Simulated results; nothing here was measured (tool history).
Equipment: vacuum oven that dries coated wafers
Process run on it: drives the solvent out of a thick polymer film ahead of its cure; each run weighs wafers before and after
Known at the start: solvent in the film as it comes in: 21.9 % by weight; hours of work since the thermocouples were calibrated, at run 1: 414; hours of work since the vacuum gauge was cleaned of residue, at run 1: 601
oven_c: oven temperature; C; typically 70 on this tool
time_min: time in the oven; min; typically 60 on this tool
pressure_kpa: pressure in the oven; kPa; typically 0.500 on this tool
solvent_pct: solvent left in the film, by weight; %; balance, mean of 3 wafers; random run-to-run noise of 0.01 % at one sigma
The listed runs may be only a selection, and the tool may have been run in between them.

run   hour  oven_c  time_min  pressure_kpa  hours of work since the thermocouples were calibrated  hours of work since the vacuum gauge was cleaned of residue  solvent_pct
  1    0.0      70        60         0.500                                                    414                                                          601         1.89
  2   36.5      70        60         0.500                                                    442                                                          628         1.87
  3   57.4      70        60         0.500                                                    458                                                          644         1.88
  4   92.7      70        60         0.500                                                    485                                                          671         1.87
  5  113.5      70        60         0.500                                                    501                                                          687         1.88
  6  151.2      70        60         0.500                                                    530                                                          716         1.88
  7  194.6      70        60         0.500                                                    563                                                          749         1.88
  8  220.6      61        60         0.500                                                    583                                                          769         6.28
  9  250.9      84        60         0.500                                                    606                                                          792         0.11
 10  271.2      84        60         0.500                                                    621                                                          807         0.11
 11  291.7      84        60         0.500                                                    637                                                          823         0.11
 12  324.6      84        60         0.500                                                    662                                                          848         0.11
 13  349.8      59        60         0.500                                                    681                                                          867         7.45
 14  381.2      70        60         0.500                                                    705                                                          891         1.85
 15  429.5      58        34         0.259                                                    742                                                          928        11.25
 16  454.6      75        34         0.257                                                    761                                                          947         2.43
 17  491.1      56        53         1.616                                                    789                                                          975        10.35
 18  518.5      56        54         1.616                                                    810                                                          996        10.22
 19  558.6      56        54         1.616                                                    841                                                         1027        10.25
 20  598.7      65       107         1.237                                                    871                                                         1057         1.72
 21  647.3      61        64         0.500                                                    908                                                         1094         5.87
 22  669.6      81        64         0.491                                                    925                                                         1111         0.17
 23  715.5      70        85         0.500                                                    960                                                         1146         0.83
 24  748.9      77        32         0.600                                                    986                                                         1172         2.05
     772.2  -- oven's thermocouples calibrated
 25  785.4      77        32         0.600                                                     10                                                         1198         2.05
 26  827.4      77        56         0.600                                                     42                                                         1230         0.54
 27  864.7      78        58         1.190                                                     71                                                         1259         0.53
 28  886.7      78        58         1.190                                                     87                                                         1276         0.54

Branching from run 28: 4 alternative next runs. What would each branch give?
  A  917.0      78        77         0.400                                                    111                                                         1299            ?
  B  917.0      60        59         1.863                                                    111                                                         1299            ?
  C  917.0      57        54         0.721                                                    111                                                         1299            ?
  D  917.0      70        35         0.348                                                    111                                                         1299            ?

run  solvent_pct
  A         0.17
  B         7.55
  C         9.39
  D         4.69
Stripped of hidden state, with their random variation kept, the same runs would have yielded:
run  solvent_pct
  A         0.16
  B         7.55
  C         9.39
  D         4.69
